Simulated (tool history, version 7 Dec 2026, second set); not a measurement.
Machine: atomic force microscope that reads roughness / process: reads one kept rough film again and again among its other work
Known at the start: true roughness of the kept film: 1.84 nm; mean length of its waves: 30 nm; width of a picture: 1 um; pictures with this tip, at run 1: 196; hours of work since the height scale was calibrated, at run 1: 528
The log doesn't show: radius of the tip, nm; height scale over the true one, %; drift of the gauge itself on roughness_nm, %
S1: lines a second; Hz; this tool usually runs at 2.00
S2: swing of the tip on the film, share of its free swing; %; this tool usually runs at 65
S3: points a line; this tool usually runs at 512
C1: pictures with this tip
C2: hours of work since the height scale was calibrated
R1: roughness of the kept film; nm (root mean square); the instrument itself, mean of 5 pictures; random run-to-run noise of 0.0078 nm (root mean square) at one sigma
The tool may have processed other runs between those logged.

run,hour,S1,S2,S3,C1,C2,R1
1,0.0,2.00,65,512,196,528,1.663
2,26.7,2.00,65,512,263,547,1.662
3,58.5,2.00,65,512,343,570,1.663
# hour 74.0: new tip fitted
4,79.7,2.00,65,512,14,585,1.676
5,113.1,2.00,65,512,98,609,1.675
6,133.0,2.00,65,512,148,624,1.658
7,169.1,2.00,65,512,239,650,1.678
8,194.9,2.00,65,706,304,669,1.668
# hour 226.1: new tip fitted
9,226.9,2.00,65,706,2,691,1.675
10,244.6,2.00,86,706,46,704,1.509
11,270.5,2.00,86,706,112,723,1.507
12,304.9,2.00,86,706,198,748,1.520
13,343.6,2.00,86,706,295,776,1.520
# hour 379.6: new tip fitted
14,383.6,2.00,86,706,9,805,1.511
15,409.9,2.00,86,706,75,824,1.528
16,443.9,2.00,86,706,161,848,1.515
17,472.7,2.00,86,706,233,869,1.512
18,496.2,2.00,65,351,293,886,1.672
19,528.2,2.00,65,351,373,910,1.661
# hour 531.3: new tip fitted
20,558.6,2.88,65,512,69,931,1.623
21,581.4,2.21,65,512,126,948,1.657
22,618.2,2.00,65,298,219,975,1.649
23,656.0,2.00,65,298,314,1002,1.649
# hour 682.8: new tip fitted
24,696.5,2.00,65,512,34,1031,1.659
25,735.8,2.00,65,512,133,1059,1.667
26,754.1,2.00,65,512,179,1073,1.658
27,789.1,2.00,65,512,267,1098,1.667
28,806.1,2.00,65,512,310,1110,1.657
29,826.5,2.00,73,440,361,1125,1.611
# hour 835.5: new tip fitted
30,854.4,2.00,62,846,48,1145,1.698
31,887.5,0.65,56,321,131,1169,1.735
32,921.7,1.03,65,284,217,1194,1.702
33,951.3,1.42,65,332,291,1215,1.682
34,977.2,0.86,88,332,356,1234,1.618
# hour 985.4: new tip fitted
35,1012.1,1.62,65,273,67,1259,1.677
36,1040.0,2.00,88,512,137,1279,1.494
37,1080.0,2.00,65,626,238,1308,1.663
38,1104.5,2.62,65,512,299,1326,1.645
# hour 1126.6: height scale calibrated on a step standard
# hour 1140.2: new tip fitted
39,1140.6,2.62,65,512,1,10,1.633
40,1178.2,2.41,61,532,96,37,1.664
41,1205.5,0.70,65,512,164,57,1.720
42,1224.9,0.57,57,343,213,71,1.737
43,1264.5,0.57,57,343,313,100,1.738
# hour 1290.7: new tip fitted
44,1302.0,1.34,74,890,29,127,1.666
45,1337.6,1.30,57,771,118,152,1.728
46,1355.2,1.00,68,758,162,165,1.702
47,1386.9,2.00,60,360,242,188,1.691
48,1409.5,2.00,60,360,299,204,1.688
49,1435.0,0.91,65,767,363,223,1.710
# hour 1442.1: new tip fitted
50,1454.9,1.47,74,999,33,237,1.657
51,1472.4,0.81,75,529,76,250,1.686
52,1507.0,3.56,88,605,163,275,1.326

What if the next run were any one of these 3? Each begins from the tool's condition after run 52:
A,1528.6,0.64,88,605,218,290,?
B,1528.6,1.27,65,512,218,290,?
C,1528.6,0.85,80,458,218,290,?

run,R1
A,1.671
B,1.709
C,1.666
With the hidden condition removed and each run's random variation left untouched, the same runs would have given:
run,R1
A,1.673
B,1.711
C,1.668

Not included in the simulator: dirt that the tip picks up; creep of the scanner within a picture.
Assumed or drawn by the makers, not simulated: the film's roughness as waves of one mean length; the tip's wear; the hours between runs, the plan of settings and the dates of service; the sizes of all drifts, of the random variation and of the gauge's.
